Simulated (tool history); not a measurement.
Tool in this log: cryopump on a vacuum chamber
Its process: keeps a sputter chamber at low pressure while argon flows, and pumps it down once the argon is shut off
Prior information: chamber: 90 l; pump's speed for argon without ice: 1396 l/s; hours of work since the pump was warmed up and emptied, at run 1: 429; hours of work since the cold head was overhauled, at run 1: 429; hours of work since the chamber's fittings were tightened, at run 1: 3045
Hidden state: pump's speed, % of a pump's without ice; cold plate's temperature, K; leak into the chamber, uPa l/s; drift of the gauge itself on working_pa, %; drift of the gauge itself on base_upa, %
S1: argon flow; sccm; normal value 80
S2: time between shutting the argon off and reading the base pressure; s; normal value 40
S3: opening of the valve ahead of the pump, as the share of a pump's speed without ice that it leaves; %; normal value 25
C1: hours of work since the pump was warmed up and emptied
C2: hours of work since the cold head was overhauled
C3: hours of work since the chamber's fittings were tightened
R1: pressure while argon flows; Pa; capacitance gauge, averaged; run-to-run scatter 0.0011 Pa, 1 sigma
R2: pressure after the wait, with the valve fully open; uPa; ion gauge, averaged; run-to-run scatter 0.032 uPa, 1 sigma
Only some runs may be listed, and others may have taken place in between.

run   hour   S1  S2  S3   C1   C2    C3      R1    R2
  1      0   80  40  25  429  429  3045  0.3933  3.29
  2   32.8   80  40  32  449  449  3066  0.3092  3.45
  3   58.3   80  40  32  465  465  3081  0.3122  3.44
      67.8  -- leaking fittings of the chamber tightened, without venting
  4   77.1   80  40  32  475  475     6  0.3123  1.73
  5   99.7   80  40  32  489  489    20  0.3083  1.65
  6  125.9  115  40  25  506  506    36  0.5691  1.74
  7  160.4   80  40  25  527  527    57  0.3985  1.77
  8  175.3   80  40  25  536  536    67   0.398  1.75
  9  208.2   80  40  25  557  557    87  0.3954  1.72
 10  228.8   80  40  25  569  569   100  0.3971  1.75
 11  252.8   39  40  18  584  584   115  0.2685  1.82
 12  281.7   39  37  57  602  602   133  0.0881   1.9
 13  305.6   39  37  57  617  617   148  0.0885  1.97
 14  340.6   60  26  36  639  639   169  0.2098  2.55
 15  375.3   60  26  36  660  660   191  0.2115  2.57
 16  409.2   60  26  36  681  681   212  0.2114  2.62
 17  437.8   60  26  36  699  699   230  0.2109  2.64
 18  457.3   60  26  36  711  711   242  0.2124  2.67
 19  485.4   60  26  36  729  729   259  0.2113  2.61

Alternative continuations, all from the tool just after run 19; predict every row:
  A   519   40   63  25  749  749  280   ?   ?
  B   519  126  180  42  749  749  280   ?   ?
  C   519   80   40  29  749  749  280   ?   ?
  D   519   80  194  25  749  749  280   ?   ?

run      R1    R2
  A  0.2004  1.36
  B  0.3859  0.75
  C  0.3475  1.91
  D  0.4032  0.77
Take away the tool's hidden state, keep each run's random variation, and the runs would have read:
run      R1    R2
  A  0.1935  1.13
  B   0.364  0.53
  C  0.3336  1.68
  D  0.3893  0.54
